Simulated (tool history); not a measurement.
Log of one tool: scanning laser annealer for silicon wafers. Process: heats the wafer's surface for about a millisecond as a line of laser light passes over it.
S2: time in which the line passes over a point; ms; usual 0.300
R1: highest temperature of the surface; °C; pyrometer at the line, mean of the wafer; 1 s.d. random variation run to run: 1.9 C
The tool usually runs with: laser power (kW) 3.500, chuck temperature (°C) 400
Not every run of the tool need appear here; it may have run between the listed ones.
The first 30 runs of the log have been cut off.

Run 31, hour 277.6: usual settings but laser power (kW) 3.429, chuck temperature (°C) 409. Result: R1 1210 °C.
Run 32, hour 286.9: usual settings but laser power (kW) 3.713, S2 0.273 ms. Result: R1 1224 °C.
Run 33, hour 292.0: usual settings but laser power (kW) 3.831, chuck temperature (°C) 366. Result: R1 1253 °C.
Run 34, hour 300.7: usual settings but laser power (kW) 3.831, chuck temperature (°C) 366. Result: R1 1249 °C.
Run 35, hour 311.1: usual settings but laser power (kW) 3.159, S2 0.360 ms, chuck temperature (°C) 414. Result: R1 1217 °C.
Run 36, hour 320.8: usual settings but laser power (kW) 3.159, S2 0.360 ms, chuck temperature (°C) 414. Result: R1 1216 °C.
Run 37, hour 332.0: usual settings but laser power (kW) 3.719, S2 0.274 ms, chuck temperature (°C) 415. Result: R1 1244 °C.
Run 38, hour 337.5: usual settings but laser power (kW) 3.719, S2 0.274 ms, chuck temperature (°C) 415. Result: R1 1240 °C.
Run 39, hour 345.3: usual settings but laser power (kW) 3.797, S2 0.274 ms, chuck temperature (°C) 415. Result: R1 1261 °C.
Run 40, hour 356.7: usual settings but laser power (kW) 3.686, S2 0.321 ms. Result: R1 1275 °C.

Branching from run 40: 3 alternative next runs. What would each branch give?
Run A, hour 364.8: usual settings but laser power (kW) 3.824, S2 0.293 ms, chuck temperature (°C) 368. Result: R1 ?.
Run B, hour 364.8: usual settings but laser power (kW) 3.816, S2 0.325 ms. Result: R1 ?.
Run C, hour 364.8: usual settings but laser power (kW) 3.310, S2 0.349 ms, chuck temperature (°C) 383. Result: R1 ?.

run    R1
  A  1241
  B  1314
  C  1212
With the hidden condition removed and each run's random variation left untouched, the same runs would have given:
run    R1
  A  1255
  B  1328
  C  1225
